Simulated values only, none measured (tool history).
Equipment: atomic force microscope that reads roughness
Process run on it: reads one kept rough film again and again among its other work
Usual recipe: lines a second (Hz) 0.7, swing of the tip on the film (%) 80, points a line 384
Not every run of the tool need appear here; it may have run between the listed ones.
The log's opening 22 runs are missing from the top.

run   hour  lines a second (Hz)  swing of the tip on the film (%)  points a line  pictures with this tip  hours of work since the height scale was calibrated  roughness of the kept film (nm (root mean square))
 23  569.5                1.883                                55            384                     175                                                  770                                               1.906
     573.6  -- height scale calibrated on a step standard
 24  603.2                1.883                                55            384                     218                                                   13                                               1.905
 25    618                1.816                                80            445                     237                                                   19                                                1.67
 26  649.2                1.816                                59            681                     278                                                   33                                               1.861
 27  675.4                1.816                                59            681                     313                                                   45                                               1.836
       698  -- new tip fitted
 28    698                1.816                                59            681                       0                                                   54                                               1.972
 29  713.1                0.915                                61            384                      19                                                   61                                               1.986
 30  730.2                3.824                                71            295                      42                                                   69                                               1.664
 31  754.9                3.531                                64            384                      74                                                   79                                               1.791
     761.4  -- height scale calibrated on a step standard, once more
 32  774.6                2.589                                74            550                      99                                                    6                                               1.694
 33  793.8                2.589                                74            550                     124                                                   14                                               1.705
 34  819.8                0.515                                80            384                     158                                                   26                                               1.889
 35  843.6                0.515                                80            384                     189                                                   36                                               1.882

5 options for the next run, each taken on its own from the tool as it stands now. Forecast them:
  A  877.3                0.534                                88            821                     234                                                   51                                                   ?
  B  877.3                0.515                                66            384                     234                                                   51                                                   ?
  C  877.3                2.029                                83            853                     234                                                   51                                                   ?
  D  877.3                1.807                                85            520                     234                                                   51                                                   ?
  E  877.3                0.897                                78            328                     234                                                   51                                                   ?

run  roughness of the kept film (nm (root mean square))
  A                                               1.828
  B                                               1.905
  C                                               1.604
  D                                               1.595
  E                                               1.807
With the hidden condition removed and each run's random variation left untouched, the same runs would have given:
run  roughness of the kept film (nm (root mean square))
  A                                                1.92
  B                                               2.002
  C                                               1.685
  D                                               1.676
  E                                               1.899
